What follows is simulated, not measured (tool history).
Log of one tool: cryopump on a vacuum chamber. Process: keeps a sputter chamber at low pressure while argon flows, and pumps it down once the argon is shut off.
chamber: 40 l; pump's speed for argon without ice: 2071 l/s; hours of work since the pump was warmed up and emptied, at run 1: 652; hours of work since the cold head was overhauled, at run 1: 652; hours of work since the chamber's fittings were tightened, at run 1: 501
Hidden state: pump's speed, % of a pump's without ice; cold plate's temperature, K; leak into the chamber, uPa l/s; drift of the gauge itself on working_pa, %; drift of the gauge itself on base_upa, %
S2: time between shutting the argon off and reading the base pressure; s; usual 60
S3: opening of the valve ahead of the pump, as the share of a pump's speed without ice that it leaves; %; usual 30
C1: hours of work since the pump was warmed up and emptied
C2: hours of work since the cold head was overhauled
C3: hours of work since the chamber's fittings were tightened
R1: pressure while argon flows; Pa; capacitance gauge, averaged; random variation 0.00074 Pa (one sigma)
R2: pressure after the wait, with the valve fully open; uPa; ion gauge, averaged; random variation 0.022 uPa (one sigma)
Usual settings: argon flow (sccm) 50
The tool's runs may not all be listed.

{"run": 1, "hour": 0.0, "argon flow (sccm)": 50, "S2": 60, "S3": 30, "C1": 652, "C2": 652, "C3": 501, "R1": 0.1583, "R2": 0.96}
{"hour": 14.5, "done": "pump warmed up, emptied and cooled again"}
{"run": 2, "hour": 24.7, "argon flow (sccm)": 50, "S2": 60, "S3": 30, "C1": 7, "C2": 666, "C3": 515, "R1": 0.1379, "R2": 0.82}
{"run": 3, "hour": 45.2, "argon flow (sccm)": 50, "S2": 60, "S3": 30, "C1": 21, "C2": 680, "C3": 528, "R1": 0.1371, "R2": 0.78}
{"run": 4, "hour": 56.2, "argon flow (sccm)": 50, "S2": 60, "S3": 30, "C1": 28, "C2": 687, "C3": 536, "R1": 0.1373, "R2": 0.79}
{"run": 5, "hour": 66.9, "argon flow (sccm)": 50, "S2": 60, "S3": 30, "C1": 36, "C2": 694, "C3": 543, "R1": 0.137, "R2": 0.78}
{"run": 6, "hour": 84.4, "argon flow (sccm)": 50, "S2": 60, "S3": 30, "C1": 47, "C2": 706, "C3": 555, "R1": 0.1371, "R2": 0.83}
{"run": 7, "hour": 99.4, "argon flow (sccm)": 50, "S2": 227, "S3": 30, "C1": 58, "C2": 716, "C3": 565, "R1": 0.137, "R2": 0.47}
{"run": 8, "hour": 112.1, "argon flow (sccm)": 50, "S2": 227, "S3": 30, "C1": 66, "C2": 725, "C3": 574, "R1": 0.1377, "R2": 0.49}
{"run": 9, "hour": 125.4, "argon flow (sccm)": 50, "S2": 227, "S3": 30, "C1": 75, "C2": 734, "C3": 583, "R1": 0.1379, "R2": 0.44}
{"run": 10, "hour": 149.1, "argon flow (sccm)": 50, "S2": 227, "S3": 30, "C1": 91, "C2": 750, "C3": 599, "R1": 0.138, "R2": 0.45}
{"run": 11, "hour": 163.2, "argon flow (sccm)": 50, "S2": 227, "S3": 55, "C1": 101, "C2": 760, "C3": 609, "R1": 0.0782, "R2": 0.49}
{"run": 12, "hour": 179.8, "argon flow (sccm)": 50, "S2": 60, "S3": 30, "C1": 112, "C2": 771, "C3": 620, "R1": 0.1396, "R2": 0.82}
{"run": 13, "hour": 196.7, "argon flow (sccm)": 50, "S2": 60, "S3": 30, "C1": 124, "C2": 782, "C3": 631, "R1": 0.1401, "R2": 0.87}
{"run": 14, "hour": 210.0, "argon flow (sccm)": 50, "S2": 60, "S3": 30, "C1": 133, "C2": 791, "C3": 640, "R1": 0.1388, "R2": 0.87}
{"run": 15, "hour": 231.5, "argon flow (sccm)": 50, "S2": 60, "S3": 30, "C1": 147, "C2": 806, "C3": 655, "R1": 0.1404, "R2": 0.85}
{"run": 16, "hour": 255.1, "argon flow (sccm)": 50, "S2": 60, "S3": 57, "C1": 163, "C2": 822, "C3": 671, "R1": 0.0762, "R2": 0.87}
{"run": 17, "hour": 273.4, "argon flow (sccm)": 24, "S2": 60, "S3": 30, "C1": 176, "C2": 834, "C3": 683, "R1": 0.0669, "R2": 0.86}
{"run": 18, "hour": 298.6, "argon flow (sccm)": 24, "S2": 60, "S3": 30, "C1": 193, "C2": 852, "C3": 700, "R1": 0.0682, "R2": 0.85}
{"run": 19, "hour": 316.3, "argon flow (sccm)": 21, "S2": 38, "S3": 27, "C1": 205, "C2": 864, "C3": 712, "R1": 0.0661, "R2": 1.13}
{"run": 20, "hour": 335.6, "argon flow (sccm)": 23, "S2": 25, "S3": 29, "C1": 218, "C2": 877, "C3": 725, "R1": 0.0676, "R2": 1.53}
{"run": 21, "hour": 350.2, "argon flow (sccm)": 31, "S2": 101, "S3": 45, "C1": 228, "C2": 887, "C3": 735, "R1": 0.0596, "R2": 0.73}
{"run": 22, "hour": 367.8, "argon flow (sccm)": 50, "S2": 142, "S3": 19, "C1": 240, "C2": 899, "C3": 747, "R1": 0.2201, "R2": 0.67}
{"run": 23, "hour": 380.6, "argon flow (sccm)": 21, "S2": 68, "S3": 30, "C1": 248, "C2": 907, "C3": 756, "R1": 0.0597, "R2": 0.9}
{"run": 24, "hour": 401.1, "argon flow (sccm)": 21, "S2": 68, "S3": 30, "C1": 262, "C2": 921, "C3": 770, "R1": 0.0601, "R2": 0.87}
{"run": 25, "hour": 416.7, "argon flow (sccm)": 30, "S2": 68, "S3": 30, "C1": 273, "C2": 932, "C3": 781, "R1": 0.086, "R2": 0.89}
{"run": 26, "hour": 433.8, "argon flow (sccm)": 50, "S2": 52, "S3": 30, "C1": 285, "C2": 943, "C3": 792, "R1": 0.1436, "R2": 0.97}
{"run": 27, "hour": 458.2, "argon flow (sccm)": 42, "S2": 45, "S3": 22, "C1": 301, "C2": 960, "C3": 809, "R1": 0.1625, "R2": 1.1}
{"run": 28, "hour": 479.9, "argon flow (sccm)": 42, "S2": 42, "S3": 44, "C1": 316, "C2": 975, "C3": 823, "R1": 0.0855, "R2": 1.17}
{"run": 29, "hour": 505.6, "argon flow (sccm)": 66, "S2": 65, "S3": 44, "C1": 333, "C2": 992, "C3": 841, "R1": 0.1351, "R2": 0.94}
{"run": 30, "hour": 527.3, "argon flow (sccm)": 92, "S2": 58, "S3": 44, "C1": 348, "C2": 1007, "C3": 856, "R1": 0.1876, "R2": 1}
{"run": 31, "hour": 542.7, "argon flow (sccm)": 92, "S2": 58, "S3": 44, "C1": 358, "C2": 1017, "C3": 866, "R1": 0.1889, "R2": 1}
{"run": 32, "hour": 562.6, "argon flow (sccm)": 50, "S2": 70, "S3": 30, "C1": 372, "C2": 1031, "C3": 880, "R1": 0.1458, "R2": 0.9}
{"run": 33, "hour": 573.3, "argon flow (sccm)": 50, "S2": 70, "S3": 30, "C1": 379, "C2": 1038, "C3": 887, "R1": 0.1473, "R2": 0.95}

3 ways to go on from here, each from the tool as it stands after run 33. What would each give?
{"run": "A", "hour": 595.4, "argon flow (sccm)": 31, "S2": 70, "S3": 26, "C1": 394, "C2": 1053, "C3": 902, "R1": "?", "R2": "?"}
{"run": "B", "hour": 595.4, "argon flow (sccm)": 50, "S2": 70, "S3": 46, "C1": 394, "C2": 1053, "C3": 902, "R1": "?", "R2": "?"}
{"run": "C", "hour": 595.4, "argon flow (sccm)": 90, "S2": 70, "S3": 15, "C1": 394, "C2": 1053, "C3": 902, "R1": "?", "R2": "?"}

run=A R1=0.1029 R2=0.92
run=B R1=0.0989 R2=0.94
run=C R1=0.5123 R2=0.94
Without the tool's hidden state the same runs would have given:
run=A R1=0.0962 R2=0.52
run=B R1=0.088 R2=0.52
run=C R1=0.4926 R2=0.53
